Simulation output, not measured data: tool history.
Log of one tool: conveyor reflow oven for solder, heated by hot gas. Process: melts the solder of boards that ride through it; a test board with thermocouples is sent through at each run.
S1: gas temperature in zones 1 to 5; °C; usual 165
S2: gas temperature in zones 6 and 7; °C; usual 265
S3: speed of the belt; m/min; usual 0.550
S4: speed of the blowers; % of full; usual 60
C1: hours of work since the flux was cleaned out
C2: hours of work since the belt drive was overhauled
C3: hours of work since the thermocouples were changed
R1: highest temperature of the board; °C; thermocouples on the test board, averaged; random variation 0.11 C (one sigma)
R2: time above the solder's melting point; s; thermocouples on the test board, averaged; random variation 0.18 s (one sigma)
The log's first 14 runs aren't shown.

{"run": 15, "day": 30.442, "S1": 165, "S2": 274, "S3": 0.55, "S4": 60, "C1": 135, "C2": 522, "C3": 652, "R1": 253.7, "R2": 46.9}
{"run": 16, "day": 33.721, "S1": 154, "S2": 265, "S3": 0.55, "S4": 60, "C1": 167, "C2": 554, "C3": 684, "R1": 243.7, "R2": 37.3}
{"run": 17, "day": 36.258, "S1": 165, "S2": 275, "S3": 0.55, "S4": 61, "C1": 192, "C2": 579, "C3": 709, "R1": 254.9, "R2": 48.0}
{"run": 18, "day": 39.5, "S1": 175, "S2": 265, "S3": 0.55, "S4": 89, "C1": 224, "C2": 611, "C3": 741, "R1": 255.1, "R2": 52.7}
{"run": 19, "day": 41.508, "S1": 173, "S2": 265, "S3": 0.501, "S4": 60, "C1": 243, "C2": 631, "C3": 761, "R1": 250.4, "R2": 52.9}
{"run": 20, "day": 43.6, "S1": 173, "S2": 256, "S3": 0.49, "S4": 83, "C1": 264, "C2": 651, "C3": 781, "R1": 248.2, "R2": 55.0}
{"run": 21, "day": 45.808, "S1": 173, "S2": 256, "S3": 0.49, "S4": 83, "C1": 286, "C2": 673, "C3": 803, "R1": 248.0, "R2": 54.9}
{"run": 22, "day": 47.2, "S1": 170, "S2": 256, "S3": 0.49, "S4": 54, "C1": 299, "C2": 686, "C3": 817, "R1": 240.6, "R2": 44.8}
{"run": 23, "day": 48.738, "S1": 156, "S2": 268, "S3": 0.625, "S4": 56, "C1": 314, "C2": 702, "C3": 832, "R1": 238.3, "R2": 27.8}
{"run": 24, "day": 50.95, "S1": 180, "S2": 268, "S3": 0.625, "S4": 54, "C1": 336, "C2": 723, "C3": 854, "R1": 243.8, "R2": 37.3}
{"run": 25, "day": 53.071, "S1": 180, "S2": 268, "S3": 0.625, "S4": 54, "C1": 357, "C2": 744, "C3": 874, "R1": 243.7, "R2": 37.8}
{"run": 26, "day": 55.754, "S1": 180, "S2": 273, "S3": 0.588, "S4": 54, "C1": 383, "C2": 771, "C3": 901, "R1": 250.3, "R2": 45.3}
{"run": 27, "day": 59.058, "S1": 165, "S2": 254, "S3": 0.55, "S4": 54, "C1": 416, "C2": 803, "C3": 933, "R1": 233.5, "R2": 29.4}
{"day": 60.708, "done": "flux residue cleaned out of gas plates and filters"}
{"run": 28, "day": 61.092, "S1": 171, "S2": 260, "S3": 0.55, "S4": 60, "C1": 4, "C2": 821, "C3": 951, "R1": 244.3, "R2": 43.0}
{"run": 29, "day": 63.538, "S1": 171, "S2": 268, "S3": 0.633, "S4": 81, "C1": 28, "C2": 845, "C3": 975, "R1": 253.0, "R2": 43.3}
{"run": 30, "day": 66.438, "S1": 171, "S2": 268, "S3": 0.633, "S4": 81, "C1": 56, "C2": 873, "C3": 1004, "R1": 253.2, "R2": 42.8}
{"run": 31, "day": 68.433, "S1": 171, "S2": 268, "S3": 0.476, "S4": 81, "C1": 76, "C2": 893, "C3": 1023, "R1": 260.5, "R2": 63.7}

3 ways to go on from here, each from the tool as it stands after run 31. What would each give?
{"run": "A", "day": 71.117, "S1": 170, "S2": 265, "S3": 0.55, "S4": 60, "C1": 102, "C2": 919, "C3": 1050, "R1": "?", "R2": "?"}
{"run": "B", "day": 71.117, "S1": 171, "S2": 269, "S3": 0.476, "S4": 74, "C1": 102, "C2": 919, "C3": 1050, "R1": "?", "R2": "?"}
{"run": "C", "day": 71.117, "S1": 178, "S2": 267, "S3": 0.476, "S4": 53, "C1": 102, "C2": 919, "C3": 1050, "R1": "?", "R2": "?"}

run=A R1=248.1 R2=45.4
run=B R1=260.1 R2=63.0
run=C R1=253.5 R2=60.1
Without the tool's hidden state the same runs would have given:
run=A R1=246.6 R2=43.4
run=B R1=258.6 R2=61.0
run=C R1=251.9 R2=57.7
